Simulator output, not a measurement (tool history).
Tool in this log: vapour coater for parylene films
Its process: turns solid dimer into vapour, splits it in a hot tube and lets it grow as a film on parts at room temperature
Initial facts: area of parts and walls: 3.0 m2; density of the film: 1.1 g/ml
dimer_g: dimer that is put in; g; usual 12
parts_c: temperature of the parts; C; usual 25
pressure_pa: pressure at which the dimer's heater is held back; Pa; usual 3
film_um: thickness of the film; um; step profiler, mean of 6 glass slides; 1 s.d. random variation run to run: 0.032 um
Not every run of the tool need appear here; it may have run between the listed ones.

{"run": 1, "hour": 0.0, "dimer_g": 12, "parts_c": 25, "pressure_pa": 3, "film_um": 2.98}
{"run": 2, "hour": 31.7, "dimer_g": 12, "parts_c": 25, "pressure_pa": 3, "film_um": 2.99}
{"run": 3, "hour": 50.7, "dimer_g": 12, "parts_c": 25, "pressure_pa": 3, "film_um": 2.91}
{"run": 4, "hour": 84.1, "dimer_g": 12, "parts_c": 25, "pressure_pa": 3, "film_um": 3.01}
{"run": 5, "hour": 120.2, "dimer_g": 12, "parts_c": 25, "pressure_pa": 3, "film_um": 2.89}
{"run": 6, "hour": 160.4, "dimer_g": 12, "parts_c": 25, "pressure_pa": 3, "film_um": 2.95}
{"hour": 201.7, "done": "trap's valve overhauled"}
{"run": 7, "hour": 205.4, "dimer_g": 12, "parts_c": 25, "pressure_pa": 3, "film_um": 3.07}
{"run": 8, "hour": 225.1, "dimer_g": 12, "parts_c": 25, "pressure_pa": 2.16, "film_um": 3.37}
{"run": 9, "hour": 262.5, "dimer_g": 12, "parts_c": 25, "pressure_pa": 2.16, "film_um": 3.34}
{"run": 10, "hour": 287.6, "dimer_g": 12, "parts_c": 25, "pressure_pa": 2.16, "film_um": 3.26}
{"run": 11, "hour": 331.5, "dimer_g": 12, "parts_c": 25, "pressure_pa": 2.16, "film_um": 3.28}
{"run": 12, "hour": 374.8, "dimer_g": 12, "parts_c": 25, "pressure_pa": 2.16, "film_um": 3.32}
{"run": 13, "hour": 396.1, "dimer_g": 12, "parts_c": 25, "pressure_pa": 4.7, "film_um": 2.73}
{"run": 14, "hour": 420.8, "dimer_g": 12, "parts_c": 31, "pressure_pa": 3, "film_um": 2.37}
{"run": 15, "hour": 445.1, "dimer_g": 12, "parts_c": 31, "pressure_pa": 3, "film_um": 2.34}
{"run": 16, "hour": 476.0, "dimer_g": 12, "parts_c": 31, "pressure_pa": 3, "film_um": 2.38}
{"run": 17, "hour": 505.8, "dimer_g": 12, "parts_c": 20, "pressure_pa": 3.31, "film_um": 3.43}
{"run": 18, "hour": 545.2, "dimer_g": 18, "parts_c": 27, "pressure_pa": 3, "film_um": 4.09}
{"run": 19, "hour": 564.7, "dimer_g": 18, "parts_c": 20, "pressure_pa": 3, "film_um": 5.08}
{"run": 20, "hour": 596.1, "dimer_g": 11, "parts_c": 24, "pressure_pa": 6.16, "film_um": 2.39}
{"run": 21, "hour": 623.7, "dimer_g": 12, "parts_c": 28, "pressure_pa": 3, "film_um": 2.61}
{"hour": 638.5, "done": "trap's valve overhauled"}
{"run": 22, "hour": 653.8, "dimer_g": 11, "parts_c": 17, "pressure_pa": 3, "film_um": 3.27}
{"run": 23, "hour": 693.4, "dimer_g": 11, "parts_c": 17, "pressure_pa": 3, "film_um": 3.21}
{"run": 24, "hour": 735.0, "dimer_g": 5, "parts_c": 31, "pressure_pa": 3.74, "film_um": 0.95}
{"run": 25, "hour": 762.4, "dimer_g": 5, "parts_c": 31, "pressure_pa": 3.74, "film_um": 0.97}
{"run": 26, "hour": 791.5, "dimer_g": 5, "parts_c": 31, "pressure_pa": 3.74, "film_um": 0.97}
{"run": 27, "hour": 809.8, "dimer_g": 12, "parts_c": 33, "pressure_pa": 5.87, "film_um": 1.89}
{"hour": 828.9, "done": "table's thermometer calibrated"}
{"run": 28, "hour": 828.9, "dimer_g": 10, "parts_c": 29, "pressure_pa": 2.04, "film_um": 2.45}
{"run": 29, "hour": 862.2, "dimer_g": 10, "parts_c": 28, "pressure_pa": 2.78, "film_um": 2.32}

What will run 30 give?
{"run": 30, "hour": 881.0, "dimer_g": 10, "parts_c": 28, "pressure_pa": 2.78, "film_um": "?"}

film_um: 2.37 um
Had the tool carried no hidden state, the very same run would have given film_um 2.43 um.
